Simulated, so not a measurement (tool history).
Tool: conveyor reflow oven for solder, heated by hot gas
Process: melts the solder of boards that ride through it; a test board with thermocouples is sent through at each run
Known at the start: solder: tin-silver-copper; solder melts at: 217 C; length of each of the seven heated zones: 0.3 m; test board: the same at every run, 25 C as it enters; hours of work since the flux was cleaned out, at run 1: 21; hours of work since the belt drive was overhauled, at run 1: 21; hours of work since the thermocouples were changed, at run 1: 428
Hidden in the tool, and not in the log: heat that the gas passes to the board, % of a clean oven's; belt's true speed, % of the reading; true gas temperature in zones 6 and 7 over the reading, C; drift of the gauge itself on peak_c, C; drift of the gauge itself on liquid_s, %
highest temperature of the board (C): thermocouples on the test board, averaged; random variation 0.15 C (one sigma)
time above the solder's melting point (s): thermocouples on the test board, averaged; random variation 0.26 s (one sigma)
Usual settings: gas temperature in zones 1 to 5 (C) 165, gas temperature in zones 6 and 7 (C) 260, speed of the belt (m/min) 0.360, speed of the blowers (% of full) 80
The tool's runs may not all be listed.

run,hour,gas temperature in zones 1 to 5 (C),gas temperature in zones 6 and 7 (C),speed of the belt (m/min),speed of the blowers (% of full),hours of work since the flux was cleaned out,hours of work since the belt drive was overhauled,hours of work since the thermocouples were changed,highest temperature of the board (C),time above the solder's melting point (s)
1,0.0,165,260,0.360,80,21,21,428,250.7,72.5
2,11.8,165,260,0.360,80,27,27,434,250.8,72.9
3,20.3,165,260,0.360,80,31,31,438,250.8,72.7
4,31.3,165,260,0.360,80,37,37,444,251.0,72.6
5,40.4,165,260,0.360,80,41,41,448,250.7,72.7
6,47.2,165,256,0.360,80,45,45,451,247.3,69.0
# hour 52.3: belt drive overhauled, speed set with a stopwatch
7,58.2,165,254,0.360,80,48,3,455,245.0,67.5
8,72.1,165,254,0.360,80,55,10,462,245.4,67.2
9,86.0,165,254,0.360,80,62,17,469,245.1,67.3
10,99.0,155,254,0.391,60,68,23,475,237.1,45.7
11,112.8,155,248,0.423,80,75,30,482,234.1,38.7
12,125.9,165,259,0.338,80,82,37,489,250.8,78.6
13,136.8,165,259,0.338,80,87,42,494,251.1,78.5
14,146.2,166,248,0.338,80,92,47,499,240.7,68.6
# hour 156.3: belt drive overhauled, speed set with a stopwatch, once more
15,159.4,154,269,0.317,68,97,2,503,259.2,85.8
16,168.5,165,253,0.341,80,101,6,508,245.2,71.9
17,179.0,171,259,0.360,80,106,11,513,250.3,74.0
18,192.0,167,260,0.360,57,113,18,520,246.4,66.1

Hidden state at the last listed run before each entry between runs and at the first one after, where it differs:
Between runs 6 and 7: belt drive overhauled, speed set with a stopwatch (hour 52.3)
  heat that the gas passes to the board, % of a clean oven's: 98 -> 97.8; true gas temperature in zones 6 and 7 over the reading, C: 0.77 -> 0.78
  measured less the result without the state, highest temperature of the board (C): +0.4 -> +0.4; time above the solder's melting point (s): +0.1 -> +0.1
Between runs 14 and 15: belt drive overhauled, speed set with a stopwatch, once more (hour 156.3)
  heat that the gas passes to the board, % of a clean oven's: 96.4 -> 96.3; belt's true speed, % of the reading: 99.91 -> 100.08; true gas temperature in zones 6 and 7 over the reading, C: 0.88 -> 0.89
  measured less the result without the state, highest temperature of the board (C): +0.2 -> +0.2; time above the solder's melting point (s): -0.2 -> -0.3
